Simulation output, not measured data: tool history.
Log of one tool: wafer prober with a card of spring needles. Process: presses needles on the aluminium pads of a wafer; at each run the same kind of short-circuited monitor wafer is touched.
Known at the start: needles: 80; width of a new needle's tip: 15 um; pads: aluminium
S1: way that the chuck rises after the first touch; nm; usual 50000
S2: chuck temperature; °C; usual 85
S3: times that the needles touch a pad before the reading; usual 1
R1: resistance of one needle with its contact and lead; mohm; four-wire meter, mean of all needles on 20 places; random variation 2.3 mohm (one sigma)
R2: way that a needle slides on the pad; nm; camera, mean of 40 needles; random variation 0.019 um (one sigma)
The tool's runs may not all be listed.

run   hour     S1   S2  S3   R1    R2
  1    0.0  50000   85   1  265  7260
       4.0  -- tips cleaned on abrasive film
  2   14.8  50000   85   1  264  7220
      17.6  -- tips cleaned on abrasive film
      29.3  -- tips cleaned on abrasive film
  3   31.5  50000   85   1  266  7250
      41.5  -- tips cleaned on abrasive film
  4   51.0  32000   85   1  275  4620
      53.0  -- tips cleaned on abrasive film
      65.1  -- tips cleaned on abrasive film
      77.6  -- tips cleaned on abrasive film
  5   83.4  50000   94   1  267  7230
      90.0  -- tips cleaned on abrasive film
     102.1  -- tips cleaned on abrasive film
     113.5  -- tips cleaned on abrasive film
  6  117.8  50000   94   1  266  7260
     124.8  -- tips cleaned on abrasive film
     136.9  -- tips cleaned on abrasive film
  7  141.9  50000   94   1  268  7240
     149.3  -- tips cleaned on abrasive film
     161.7  -- tips cleaned on abrasive film
  8  163.3  50000   85   1  266  7270
     173.5  -- tips cleaned on abrasive film
  9  182.6  50000   85   1  262  7290
     185.2  -- tips cleaned on abrasive film
     198.5  -- tips cleaned on abrasive film
 10  200.0  50000   85   1  268  7260
     210.5  -- tips cleaned on abrasive film
     221.7  -- tips cleaned on abrasive film
 11  222.2  50000   85   1  264  7270
     234.4  -- tips cleaned on abrasive film
     245.6  -- tips cleaned on abrasive film
 12  251.5  50000   85   1  266  7280
     258.9  -- tips cleaned on abrasive film
 13  266.4  50000   85   1  259  7320
     272.0  -- tips cleaned on abrasive film
     285.7  -- tips cleaned on abrasive film
 14  288.2  50000   85   1  265  7310
     297.0  -- tips cleaned on abrasive film
 15  307.1  55000   85   2  267  8030
     309.0  -- tips cleaned on abrasive film
     321.4  -- tips cleaned on abrasive film
     333.1  -- tips cleaned on abrasive film
 16  340.8  55000   85   1  266  8020
     345.7  -- tips cleaned on abrasive film
     359.0  -- tips cleaned on abrasive film
     371.3  -- tips cleaned on abrasive film
 17  375.3  46000   70   1  261  6750
     382.4  -- tips cleaned on abrasive film
     394.4  -- tips cleaned on abrasive film
     406.7  -- tips cleaned on abrasive film
 18  406.7  42000   68   1  264  6150
     418.7  -- tips cleaned on abrasive film
     430.3  -- tips cleaned on abrasive film
 19  433.0  42000   68   1  264  6120
     443.5  -- tips cleaned on abrasive film
 20  449.1  57000   50   1  256  8340
     455.3  -- tips cleaned on abrasive film
     467.7  -- tips cleaned on abrasive film
 21  478.5  49000   25   1  249  7150
     481.3  -- tips cleaned on abrasive film
     481.6  -- height of the first contact set anew
     494.9  -- tips cleaned on abrasive film
 22  503.4  50000   44   1  254  7350
     508.3  -- tips cleaned on abrasive film
     520.5  -- tips cleaned on abrasive film
 23  526.4  50000   38   1  251  7380
     533.4  -- tips cleaned on abrasive film
     546.3  -- tips cleaned on abrasive film
 24  554.5  50000   53   1  257  7390
     558.2  -- tips cleaned on abrasive film
     569.9  -- tips cleaned on abrasive film
     581.4  -- tips cleaned on abrasive film
 25  582.6  33000   38   2  259  4830
     593.6  -- tips cleaned on abrasive film
     606.8  -- tips cleaned on abrasive film
 26  612.2  35000  109   2  275  5130
     620.1  -- tips cleaned on abrasive film
     631.8  -- tips cleaned on abrasive film
 27  636.5  35000   32   2  256  5150

Measured less the same run without the tool's hidden state. The same run-to-run variation is in both; the gauge's scatter may not be:
The hidden state here: debris on the tips, nm; way that the needles fall short of the set height, um; tips' diameter, um; drift of the gauge itself on contact_mohm, %; drift of the gauge itself on scrub_um, %.
run    R2
  1    +0
  2   +10
  3    +0
  4   +10
  5   +20
  6   +20
  7   +30
  8   +30
  9   +30
 10   +40
 11   +40
 12   +50
 13   +60
 14   +60
 15   +80
 16   +80
 17   +70
 18   +80
 19   +80
 20  +110
 21  +100
 22  +110
 23  +120
 24  +130
 25   +90
 26  +100
 27  +100
R1: within 1 mohm of the measured result in every run.

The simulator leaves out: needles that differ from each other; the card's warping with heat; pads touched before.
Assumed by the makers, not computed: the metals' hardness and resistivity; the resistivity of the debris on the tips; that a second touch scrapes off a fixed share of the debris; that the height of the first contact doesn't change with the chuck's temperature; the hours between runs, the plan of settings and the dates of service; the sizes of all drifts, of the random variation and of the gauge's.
